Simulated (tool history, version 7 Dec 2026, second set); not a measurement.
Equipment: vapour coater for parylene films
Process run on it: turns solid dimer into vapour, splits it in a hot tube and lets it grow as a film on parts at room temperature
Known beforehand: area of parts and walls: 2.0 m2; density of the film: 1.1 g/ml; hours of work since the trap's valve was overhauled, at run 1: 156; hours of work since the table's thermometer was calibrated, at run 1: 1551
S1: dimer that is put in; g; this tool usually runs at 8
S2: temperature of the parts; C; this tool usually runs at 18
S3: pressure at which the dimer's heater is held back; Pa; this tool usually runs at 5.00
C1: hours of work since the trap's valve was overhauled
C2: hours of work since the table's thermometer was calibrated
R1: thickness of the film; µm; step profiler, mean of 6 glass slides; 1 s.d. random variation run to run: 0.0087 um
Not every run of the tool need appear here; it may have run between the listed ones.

run 1 hour=0.0 | S1=8 S2=18 S3=5.00 | C1=156 C2=1551 | R1=1.706
run 2 hour=50.8 | S1=8 S2=18 S3=5.00 | C1=188 C2=1584 | R1=1.696
run 3 hour=102.8 | S1=8 S2=18 S3=5.00 | C1=221 C2=1617 | R1=1.680
run 4 hour=161.5 | S1=8 S2=18 S3=5.00 | C1=258 C2=1654 | R1=1.682
run 5 hour=221.4 | S1=8 S2=18 S3=5.00 | C1=296 C2=1692 | R1=1.678
run 6 hour=284.0 | S1=8 S2=18 S3=5.00 | C1=336 C2=1732 | R1=1.664
run 7 hour=335.9 | S1=8 S2=18 S3=5.00 | C1=369 C2=1765 | R1=1.674
run 8 hour=387.4 | S1=13 S2=18 S3=5.00 | C1=402 C2=1797 | R1=2.697
run 9 hour=464.3 | S1=8 S2=18 S3=2.41 | C1=451 C2=1846 | R1=1.799
run 10 hour=533.8 | S1=8 S2=18 S3=2.41 | C1=495 C2=1890 | R1=1.767
run 11 hour=594.5 | S1=8 S2=18 S3=5.00 | C1=533 C2=1929 | R1=1.644
run 12 hour=637.2 | S1=5 S2=18 S3=5.00 | C1=560 C2=1956 | R1=1.015
run 13 hour=676.1 | S1=8 S2=18 S3=2.23 | C1=585 C2=1981 | R1=1.781
run 14 hour=718.8 | S1=13 S2=21 S3=5.00 | C1=612 C2=2008 | R1=2.293
run 15 hour=793.8 | S1=10 S2=20 S3=3.05 | C1=660 C2=2056 | R1=1.939
run 16 hour=837.0 | S1=4 S2=25 S3=7.29 | C1=687 C2=2083 | R1=0.570
-- hour=857.0 trap's valve overhauled
run 17 hour=917.6 | S1=4 S2=25 S3=7.29 | C1=38 C2=2132 | R1=0.602
run 18 hour=973.4 | S1=4 S2=27 S3=7.29 | C1=74 C2=2167 | R1=0.556
run 19 hour=1020.2 | S1=7 S2=25 S3=2.33 | C1=104 C2=2197 | R1=1.205
run 20 hour=1093.8 | S1=5 S2=12 S3=6.09 | C1=150 C2=2244 | R1=1.371
-- hour=1105.5 table's thermometer calibrated
run 21 hour=1129.8 | S1=8 S2=21 S3=5.00 | C1=173 C2=15 | R1=1.458
run 22 hour=1181.8 | S1=4 S2=14 S3=3.98 | C1=206 C2=48 | R1=1.006
run 23 hour=1252.2 | S1=4 S2=14 S3=3.98 | C1=250 C2=93 | R1=1.002
run 24 hour=1292.5 | S1=8 S2=12 S3=5.00 | C1=276 C2=119 | R1=2.177
run 25 hour=1353.4 | S1=8 S2=12 S3=5.00 | C1=315 C2=157 | R1=2.142

The same runs without the tool's hidden state, with the same run-to-run variation:
The tool's hidden condition here consists of: vapour lost through the trap's worn valve, %; true temperature of the parts over the reading, C; drift of the gauge itself on film_um, %.
run=1 R1=1.717
run=2 R1=1.714
run=3 R1=1.704
run=4 R1=1.713
run=5 R1=1.717
run=6 R1=1.710
run=7 R1=1.727
run=8 R1=2.793
run=9 R1=1.875
run=10 R1=1.852
run=11 R1=1.730
run=12 R1=1.072
run=13 R1=1.887
run=14 R1=2.438
run=15 R1=2.075
run=16 R1=0.611
run=17 R1=0.595
run=18 R1=0.552
run=19 R1=1.201
run=20 R1=1.373
run=21 R1=1.497
run=22 R1=1.037
run=23 R1=1.039
run=24 R1=2.263
run=25 R1=2.237
